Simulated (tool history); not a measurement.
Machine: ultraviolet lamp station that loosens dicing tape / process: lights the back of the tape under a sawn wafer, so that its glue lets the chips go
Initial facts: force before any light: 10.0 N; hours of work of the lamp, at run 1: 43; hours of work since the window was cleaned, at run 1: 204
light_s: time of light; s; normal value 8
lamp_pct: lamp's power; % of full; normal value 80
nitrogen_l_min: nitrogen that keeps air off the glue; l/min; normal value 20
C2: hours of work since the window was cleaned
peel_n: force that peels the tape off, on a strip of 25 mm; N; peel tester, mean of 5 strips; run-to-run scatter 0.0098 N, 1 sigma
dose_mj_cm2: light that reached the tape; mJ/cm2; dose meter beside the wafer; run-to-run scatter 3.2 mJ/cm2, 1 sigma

{"run": 1, "hour": 0.0, "light_s": 8, "lamp_pct": 80, "nitrogen_l_min": 20, "hours of work of the lamp": 43, "C2": 204, "peel_n": 0.499, "dose_mj_cm2": 463}
{"run": 2, "hour": 21.7, "light_s": 8, "lamp_pct": 61, "nitrogen_l_min": 20, "hours of work of the lamp": 60, "C2": 221, "peel_n": 0.901, "dose_mj_cm2": 354}
{"run": 3, "hour": 39.7, "light_s": 8, "lamp_pct": 61, "nitrogen_l_min": 20, "hours of work of the lamp": 74, "C2": 234, "peel_n": 0.942, "dose_mj_cm2": 348}
{"run": 4, "hour": 65.1, "light_s": 8, "lamp_pct": 61, "nitrogen_l_min": 20, "hours of work of the lamp": 93, "C2": 254, "peel_n": 0.933, "dose_mj_cm2": 341}
{"run": 5, "hour": 86.7, "light_s": 8, "lamp_pct": 61, "nitrogen_l_min": 20, "hours of work of the lamp": 109, "C2": 270, "peel_n": 0.948, "dose_mj_cm2": 342}
{"hour": 88.9, "done": "window cleaned of glue's vapour"}
{"run": 6, "hour": 104.0, "light_s": 8, "lamp_pct": 61, "nitrogen_l_min": 20, "hours of work of the lamp": 122, "C2": 11, "peel_n": 1.006, "dose_mj_cm2": 332}
{"run": 7, "hour": 114.6, "light_s": 8, "lamp_pct": 61, "nitrogen_l_min": 20, "hours of work of the lamp": 130, "C2": 20, "peel_n": 0.996, "dose_mj_cm2": 328}
{"run": 8, "hour": 135.2, "light_s": 8, "lamp_pct": 61, "nitrogen_l_min": 21, "hours of work of the lamp": 146, "C2": 35, "peel_n": 0.992, "dose_mj_cm2": 329}
{"run": 9, "hour": 147.0, "light_s": 5, "lamp_pct": 80, "nitrogen_l_min": 15, "hours of work of the lamp": 155, "C2": 44, "peel_n": 1.867, "dose_mj_cm2": 271}
{"run": 10, "hour": 161.6, "light_s": 5, "lamp_pct": 80, "nitrogen_l_min": 7, "hours of work of the lamp": 166, "C2": 55, "peel_n": 2.925, "dose_mj_cm2": 263}
{"run": 11, "hour": 182.8, "light_s": 5, "lamp_pct": 80, "nitrogen_l_min": 7, "hours of work of the lamp": 182, "C2": 71, "peel_n": 2.956, "dose_mj_cm2": 264}
{"run": 12, "hour": 203.5, "light_s": 11, "lamp_pct": 86, "nitrogen_l_min": 8, "hours of work of the lamp": 198, "C2": 87, "peel_n": 0.648, "dose_mj_cm2": 611}
{"hour": 218.7, "done": "window cleaned of glue's vapour, once more"}
{"run": 13, "hour": 225.4, "light_s": 11, "lamp_pct": 86, "nitrogen_l_min": 8, "hours of work of the lamp": 214, "C2": 5, "peel_n": 0.586, "dose_mj_cm2": 637}

Alternative continuations, all from the tool just after run 13; predict every row:
{"run": "A", "hour": 244.0, "light_s": 5, "lamp_pct": 80, "nitrogen_l_min": 13, "hours of work of the lamp": 228, "C2": 19, "peel_n": "?", "dose_mj_cm2": "?"}
{"run": "B", "hour": 244.0, "light_s": 8, "lamp_pct": 85, "nitrogen_l_min": 36, "hours of work of the lamp": 228, "C2": 19, "peel_n": "?", "dose_mj_cm2": "?"}
{"run": "C", "hour": 244.0, "light_s": 7, "lamp_pct": 71, "nitrogen_l_min": 20, "hours of work of the lamp": 228, "C2": 19, "peel_n": "?", "dose_mj_cm2": "?"}
{"run": "D", "hour": 244.0, "light_s": 12, "lamp_pct": 84, "nitrogen_l_min": 16, "hours of work of the lamp": 228, "C2": 19, "peel_n": "?", "dose_mj_cm2": "?"}
{"run": "E", "hour": 244.0, "light_s": 11, "lamp_pct": 81, "nitrogen_l_min": 8, "hours of work of the lamp": 228, "C2": 19, "peel_n": "?", "dose_mj_cm2": "?"}

run=A peel_n=1.999 dose_mj_cm2=266
run=B peel_n=0.315 dose_mj_cm2=456
run=C peel_n=0.974 dose_mj_cm2=334
run=D peel_n=0.264 dose_mj_cm2=672
run=E peel_n=0.639 dose_mj_cm2=597
Take away the tool's hidden state, keep each run's random variation, and the runs would have read:
run=A peel_n=1.567 dose_mj_cm2=309
run=B peel_n=0.242 dose_mj_cm2=530
run=C peel_n=0.710 dose_mj_cm2=388
run=D peel_n=0.212 dose_mj_cm2=781
run=E peel_n=0.456 dose_mj_cm2=694

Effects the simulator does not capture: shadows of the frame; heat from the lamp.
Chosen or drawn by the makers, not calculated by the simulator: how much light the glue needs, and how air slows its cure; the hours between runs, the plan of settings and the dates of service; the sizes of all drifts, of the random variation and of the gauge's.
